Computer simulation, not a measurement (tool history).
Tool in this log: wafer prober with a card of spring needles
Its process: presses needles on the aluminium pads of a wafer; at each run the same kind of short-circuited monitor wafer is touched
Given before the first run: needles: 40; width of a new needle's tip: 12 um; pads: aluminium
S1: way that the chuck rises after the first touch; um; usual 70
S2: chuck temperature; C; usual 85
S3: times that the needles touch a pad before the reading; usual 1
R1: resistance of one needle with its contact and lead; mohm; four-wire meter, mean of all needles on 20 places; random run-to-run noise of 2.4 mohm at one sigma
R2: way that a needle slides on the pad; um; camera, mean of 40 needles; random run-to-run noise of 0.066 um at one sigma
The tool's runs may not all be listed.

Run 1, hour 0: usual settings. Result: R1 267 mohm, R2 17.99 um.
At hour 2.9: tips cleaned on abrasive film.
Run 2, hour 20.8: usual settings. Result: R1 268 mohm, R2 18.06 um.
At hour 30.9: tips cleaned on abrasive film.
At hour 58.8: tips cleaned on abrasive film.
Run 3, hour 65.4: usual settings but S2 59 C. Result: R1 264 mohm, R2 18.01 um.
At hour 86.9: tips cleaned on abrasive film.
Run 4, hour 93.1: usual settings. Result: R1 267 mohm, R2 18.12 um.
At hour 115.4: tips cleaned on abrasive film.
Run 5, hour 127.9: usual settings but S2 35 C. Result: R1 255 mohm, R2 18.01 um.
At hour 143.9: tips cleaned on abrasive film.
Run 6, hour 168: usual settings but S2 35 C. Result: R1 256 mohm, R2 18.07 um.
At hour 170.8: tips cleaned on abrasive film.
At hour 199.3: tips cleaned on abrasive film.
Run 7, hour 203: usual settings but S1 68 um. Result: R1 266 mohm, R2 17.38 um.
Run 8, hour 223.5: usual settings but S1 68 um. Result: R1 270 mohm, R2 17.47 um.
At hour 226.6: tips cleaned on abrasive film.
Run 9, hour 251.8: usual settings but S1 68 um. Result: R1 263 mohm, R2 17.47 um.
At hour 255: tips cleaned on abrasive film.
Run 10, hour 272.5: usual settings but S1 68 um. Result: R1 267 mohm, R2 17.49 um.
At hour 282.4: tips cleaned on abrasive film.
At hour 311: tips cleaned on abrasive film.
Run 11, hour 320.8: usual settings but S1 68 um. Result: R1 265 mohm, R2 17.42 um.
At hour 337.7: tips cleaned on abrasive film.
Run 12, hour 342.6: usual settings but S1 68 um. Result: R1 267 mohm, R2 17.55 um.
At hour 364.3: tips cleaned on abrasive film.
At hour 391.4: tips cleaned on abrasive film.
Run 13, hour 392.9: usual settings but S1 68 um. Result: R1 268 mohm, R2 17.43 um.
At hour 419.3: tips cleaned on abrasive film.
Run 14, hour 424.7: usual settings but S1 63 um, S2 119 C, S3 2. Result: R1 274 mohm, R2 16.06 um.
At hour 446.4: tips cleaned on abrasive film.
At hour 473.6: tips cleaned on abrasive film.
Run 15, hour 473.6: usual settings but S1 63 um, S2 119 C, S3 2. Result: R1 279 mohm, R2 16.06 um.
Run 16, hour 494.6: usual settings but S2 31 C. Result: R1 254 mohm, R2 17.89 um.
At hour 502.9: tips cleaned on abrasive film.
At hour 529.5: tips cleaned on abrasive film.
Run 17, hour 533.9: usual settings but S2 31 C. Result: R1 252 mohm, R2 17.9 um.
At hour 556.5: tips cleaned on abrasive film.
Run 18, hour 560: usual settings but S1 54 um, S2 105 C. Result: R1 273 mohm, R2 13.81 um.
At hour 584.6: tips cleaned on abrasive film.
Run 19, hour 600.2: usual settings but S1 54 um, S2 105 C. Result: R1 274 mohm, R2 13.7 um.
At hour 613.7: tips cleaned on abrasive film.
At hour 614: height of the first contact set anew.
At hour 641.8: tips cleaned on abrasive film.
Run 20, hour 649.2: usual settings but S1 79 um. Result: R1 270 mohm, R2 20.08 um.
At hour 668.4: tips cleaned on abrasive film.
Run 21, hour 689.8: usual settings but S1 88 um, S2 37 C. Result: R1 251 mohm, R2 22.4 um.
At hour 697.9: tips cleaned on abrasive film.
At hour 728.4: tips cleaned on abrasive film.
Run 22, hour 738.7: usual settings but S1 88 um, S2 37 C, S3 2. Result: R1 253 mohm, R2 22.37 um.
At hour 755.3: tips cleaned on abrasive film.
Run 23, hour 763.7: usual settings. Result: R1 265 mohm, R2 17.78 um.

What if the next run were any one of these 5? Each begins from the tool's condition after run 23:
At hour 784.5: tips cleaned on abrasive film.
Run A, hour 801.5: usual settings but S1 76 um, S2 55 C, S3 2. Result: R1 ?, R2 ?.
At hour 784.5: tips cleaned on abrasive film.
Run B, hour 801.5: usual settings but S1 63 um, S2 63 C. Result: R1 ?, R2 ?.
At hour 784.5: tips cleaned on abrasive film.
Run C, hour 801.5: usual settings but S1 86 um, S2 51 C. Result: R1 ?, R2 ?.
At hour 784.5: tips cleaned on abrasive film.
Run D, hour 801.5: usual settings but S1 74 um, S2 28 C. Result: R1 ?, R2 ?.
At hour 784.5: tips cleaned on abrasive film.
Run E, hour 801.5: usual settings but S1 60 um, S2 53 C. Result: R1 ?, R2 ?.

run   R1     R2
  A  258  19.22
  B  264     16
  C  258  21.82
  D  252  18.83
  E  259  15.29
With the hidden condition removed and each run's random variation left untouched, the same runs would have given:
run   R1     R2
  A  258  19.61
  B  264  16.32
  C  257  22.27
  D  251  19.22
  E  258   15.6
